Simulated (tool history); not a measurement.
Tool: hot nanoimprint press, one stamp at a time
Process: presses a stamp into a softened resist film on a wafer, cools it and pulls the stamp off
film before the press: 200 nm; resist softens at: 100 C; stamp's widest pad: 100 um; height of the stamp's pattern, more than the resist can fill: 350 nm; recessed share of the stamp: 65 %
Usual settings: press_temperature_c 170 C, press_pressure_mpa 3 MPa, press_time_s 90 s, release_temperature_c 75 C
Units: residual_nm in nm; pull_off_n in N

run	hour	press_temperature_c	press_pressure_mpa	press_time_s	release_temperature_c	residual_nm	pull_off_n
1	0	170	3	90	75	72.8	270
2	17.9	170	3	90	75	71.8	260
3	35.4	170	3.01	90	75	72.5	277
# hour 42.5: plate thermocouple calibrated
4	52.7	160	3	90	75	127	280
5	69.9	160	3	90	75	126.8	283
6	86.8	160	3	90	75	126.5	285
7	96.8	170	3	90	75	76.9	283
8	107.8	170	3	90	74	76.7	301
# hour 115.2: stamp cleaned and given a new release coat
9	127.3	170	3	90	75	76.3	166
10	138.9	170	3.72	90	75	68.7	167
11	157.1	170	3.63	90	75	69.9	171
12	171.1	170	3	90	75	76.6	180

Forecast run 13:
13	186.2	175	3	148	68	?	?

Run 13 gave residual_nm 49 nm, pull_off_n 199 N.
Without the tool's hidden state the same run would have given residual_nm 48.9 nm, pull_off_n 181 N.
